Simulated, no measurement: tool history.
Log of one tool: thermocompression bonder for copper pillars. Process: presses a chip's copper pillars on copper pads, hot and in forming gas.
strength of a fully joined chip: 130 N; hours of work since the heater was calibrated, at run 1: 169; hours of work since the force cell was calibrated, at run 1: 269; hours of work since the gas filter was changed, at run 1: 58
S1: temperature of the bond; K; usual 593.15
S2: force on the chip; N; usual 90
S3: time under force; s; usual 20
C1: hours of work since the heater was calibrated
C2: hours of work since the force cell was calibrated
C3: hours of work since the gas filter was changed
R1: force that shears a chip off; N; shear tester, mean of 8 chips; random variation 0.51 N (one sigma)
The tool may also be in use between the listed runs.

| run | hour | S1 | S2 | S3 | C1 | C2 | C3 | R1 |
|---|---|---|---|---|---|---|---|---|
| 1 | 0.0 | 593.15 | 90 | 20 | 169 | 269 | 58 | 68.3 |
| 2 | 8.1 | 593.15 | 90 | 20 | 172 | 272 | 62 | 68.7 |
| 3 | 14.2 | 593.15 | 90 | 20 | 175 | 275 | 64 | 67.1 |
| 4 | 20.8 | 623.15 | 90 | 20 | 177 | 277 | 67 | 87.5 |
| 5 | 32.2 | 623.15 | 90 | 20 | 182 | 282 | 72 | 87.3 |
| 6 | 42.0 | 565.15 | 90 | 20 | 186 | 286 | 76 | 49.1 |
| 7 | 52.0 | 593.15 | 78 | 20 | 190 | 290 | 80 | 61.5 |
| 8 | 59.7 | 593.15 | 90 | 20 | 193 | 293 | 83 | 67.9 |
| 9 | 66.8 | 593.15 | 90 | 20 | 196 | 296 | 86 | 67.4 |
| 10 | 79.0 | 593.15 | 90 | 20 | 201 | 301 | 91 | 68.3 |
| 11 | 88.9 | 593.15 | 90 | 20 | 205 | 305 | 95 | 67.4 |
| 12 | 94.2 | 593.15 | 90 | 26 | 207 | 307 | 97 | 73.8 |
| 13 | 104.2 | 593.15 | 106 | 20 | 212 | 312 | 101 | 74.2 |
| 14 | 110.4 | 593.15 | 106 | 20 | 214 | 314 | 104 | 74.5 |
| 15 | 119.3 | 593.15 | 106 | 20 | 218 | 318 | 107 | 73.6 |
| 16 | 130.1 | 592.15 | 106 | 20 | 222 | 322 | 112 | 72.5 |
| 17 | 140.6 | 622.15 | 131 | 55 | 226 | 326 | 116 | 114.8 |
| 18 | 148.9 | 597.15 | 72 | 35 | 230 | 330 | 119 | 73.8 |
| 19 | 154.8 | 604.15 | 119 | 20 | 232 | 332 | 122 | 86.1 |
| 20 | 163.8 | 593.15 | 69 | 20 | 236 | 336 | 125 | 57.1 |
| 21 | 174.3 | 593.15 | 69 | 20 | 240 | 340 | 130 | 56.7 |
| 22 | 183.6 | 603.15 | 90 | 22 | 244 | 344 | 133 | 75.0 |
| 23 | 191.1 | 603.15 | 90 | 22 | 247 | 347 | 137 | 74.9 |
| 24 | 202.0 | 603.15 | 90 | 22 | 252 | 352 | 141 | 74.7 |
| 25 | 210.7 | 603.15 | 90 | 22 | 255 | 355 | 145 | 75.1 |
| 26 | 222.2 | 603.15 | 90 | 22 | 260 | 360 | 149 | 74.4 |

5 ways to go on from here, each from the tool as it stands after run 26. What would each give?
| A | 232.0 | 603.15 | 60 | 28 | 264 | 364 | 153 | ? |
| B | 232.0 | 612.15 | 76 | 22 | 264 | 364 | 153 | ? |
| C | 232.0 | 620.15 | 90 | 21 | 264 | 364 | 153 | ? |
| D | 232.0 | 567.15 | 90 | 20 | 264 | 364 | 153 | ? |
| E | 232.0 | 581.15 | 88 | 26 | 264 | 364 | 153 | ? |

| run | R1 |
|---|---|
| A | 63.0 |
| B | 73.3 |
| C | 84.3 |
| D | 49.6 |
| E | 63.2 |
Without the tool's hidden state the same runs would have given:
| run | R1 |
|---|---|
| A | 64.3 |
| B | 75.1 |
| C | 87.0 |
| D | 50.1 |
| E | 64.2 |
